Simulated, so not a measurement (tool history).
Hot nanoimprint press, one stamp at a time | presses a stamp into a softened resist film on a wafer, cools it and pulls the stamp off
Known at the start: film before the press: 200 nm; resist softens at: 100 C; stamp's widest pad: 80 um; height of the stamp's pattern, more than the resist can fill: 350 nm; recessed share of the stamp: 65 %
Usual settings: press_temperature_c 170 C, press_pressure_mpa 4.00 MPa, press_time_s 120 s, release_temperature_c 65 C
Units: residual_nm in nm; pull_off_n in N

{"run": 1, "day": 0.0, "press_temperature_c": 170, "press_pressure_mpa": 4.0, "press_time_s": 120, "release_temperature_c": 65, "residual_nm": 79.6, "pull_off_n": 158}
{"run": 2, "day": 0.388, "press_temperature_c": 170, "press_pressure_mpa": 4.0, "press_time_s": 120, "release_temperature_c": 65, "residual_nm": 79.8, "pull_off_n": 162}
{"run": 3, "day": 0.817, "press_temperature_c": 170, "press_pressure_mpa": 4.0, "press_time_s": 120, "release_temperature_c": 65, "residual_nm": 79.9, "pull_off_n": 160}
{"run": 4, "day": 1.167, "press_temperature_c": 170, "press_pressure_mpa": 4.0, "press_time_s": 120, "release_temperature_c": 65, "residual_nm": 79.8, "pull_off_n": 163}
{"run": 5, "day": 1.45, "press_temperature_c": 170, "press_pressure_mpa": 4.0, "press_time_s": 120, "release_temperature_c": 65, "residual_nm": 79.8, "pull_off_n": 154}
{"run": 6, "day": 1.892, "press_temperature_c": 170, "press_pressure_mpa": 4.0, "press_time_s": 120, "release_temperature_c": 65, "residual_nm": 78.7, "pull_off_n": 156}
{"run": 7, "day": 2.138, "press_temperature_c": 170, "press_pressure_mpa": 4.0, "press_time_s": 120, "release_temperature_c": 65, "residual_nm": 79.9, "pull_off_n": 157}
{"run": 8, "day": 2.642, "press_temperature_c": 167, "press_pressure_mpa": 4.87, "press_time_s": 195, "release_temperature_c": 63, "residual_nm": 66.7, "pull_off_n": 168}
{"run": 9, "day": 2.854, "press_temperature_c": 167, "press_pressure_mpa": 3.41, "press_time_s": 94, "release_temperature_c": 63, "residual_nm": 104.0, "pull_off_n": 166}
{"run": 10, "day": 3.121, "press_temperature_c": 159, "press_pressure_mpa": 4.0, "press_time_s": 96, "release_temperature_c": 71, "residual_nm": 125.0, "pull_off_n": 136}
{"run": 11, "day": 3.396, "press_temperature_c": 159, "press_pressure_mpa": 4.0, "press_time_s": 96, "release_temperature_c": 71, "residual_nm": 124.0, "pull_off_n": 138}
{"run": 12, "day": 3.892, "press_temperature_c": 159, "press_pressure_mpa": 4.0, "press_time_s": 96, "release_temperature_c": 71, "residual_nm": 124.1, "pull_off_n": 144}
{"run": 13, "day": 4.129, "press_temperature_c": 173, "press_pressure_mpa": 5.63, "press_time_s": 96, "release_temperature_c": 70, "residual_nm": 66.3, "pull_off_n": 143}

The next listed run, before its measurement:
{"run": 14, "day": 4.488, "press_temperature_c": 173, "press_pressure_mpa": 5.63, "press_time_s": 96, "release_temperature_c": 70, "residual_nm": "?", "pull_off_n": "?"}

Run 14 gave residual_nm 67.1 nm, pull_off_n 144 N.
Without the tool's hidden state the same run would have given residual_nm 64.8 nm, pull_off_n 123 N.

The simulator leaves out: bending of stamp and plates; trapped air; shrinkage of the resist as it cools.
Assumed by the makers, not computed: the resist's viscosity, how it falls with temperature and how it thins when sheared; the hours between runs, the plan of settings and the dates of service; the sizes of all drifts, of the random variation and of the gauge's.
